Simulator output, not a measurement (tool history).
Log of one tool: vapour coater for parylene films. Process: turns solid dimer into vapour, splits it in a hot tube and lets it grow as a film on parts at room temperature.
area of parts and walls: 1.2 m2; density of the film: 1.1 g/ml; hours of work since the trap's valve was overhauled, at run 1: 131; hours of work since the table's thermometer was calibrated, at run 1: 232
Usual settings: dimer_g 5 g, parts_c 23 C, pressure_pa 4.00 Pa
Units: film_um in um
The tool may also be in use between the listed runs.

| run | hour | dimer_g | parts_c | pressure_pa | hours of work since the trap's valve was overhauled | hours of work since the table's thermometer was calibrated | film_um |
|---|---|---|---|---|---|---|---|
| 1 | 0.0 | 5 | 23 | 4.00 | 131 | 232 | 2.90 |
| 2 | 9.7 | 5 | 27 | 4.00 | 139 | 239 | 2.74 |
| 3 | 19.4 | 5 | 27 | 4.00 | 146 | 247 | 2.74 |
| 4 | 33.0 | 5 | 27 | 4.00 | 157 | 257 | 2.74 |
| 5 | 43.1 | 5 | 27 | 4.00 | 165 | 265 | 2.73 |
| 6 | 55.7 | 5 | 23 | 4.00 | 174 | 275 | 2.90 |
| 7 | 73.4 | 5 | 23 | 4.00 | 188 | 288 | 2.89 |
| 8 | 82.1 | 5 | 23 | 4.00 | 195 | 295 | 2.89 |
| 9 | 93.4 | 5 | 23 | 4.00 | 203 | 304 | 2.90 |
| 10 | 109.7 | 5 | 23 | 4.00 | 216 | 316 | 2.93 |
| 11 | 125.7 | 9 | 23 | 4.21 | 228 | 329 | 5.14 |
| 12 | 133.7 | 3 | 15 | 5.88 | 235 | 335 | 1.81 |
| 13 | 151.0 | 5 | 23 | 2.66 | 248 | 348 | 3.18 |
| 14 | 163.5 | 4 | 16 | 2.37 | 258 | 358 | 2.87 |
| 15 | 180.6 | 4 | 33 | 6.49 | 271 | 371 | 1.77 |

Forecast run 16:
| 16 | 194.3 | 9 | 24 | 10.23 | 281 | 382 | ? |

Run 16 gave film_um 4.07 um.
Without the tool's hidden state the same run would have given film_um 4.20 um.

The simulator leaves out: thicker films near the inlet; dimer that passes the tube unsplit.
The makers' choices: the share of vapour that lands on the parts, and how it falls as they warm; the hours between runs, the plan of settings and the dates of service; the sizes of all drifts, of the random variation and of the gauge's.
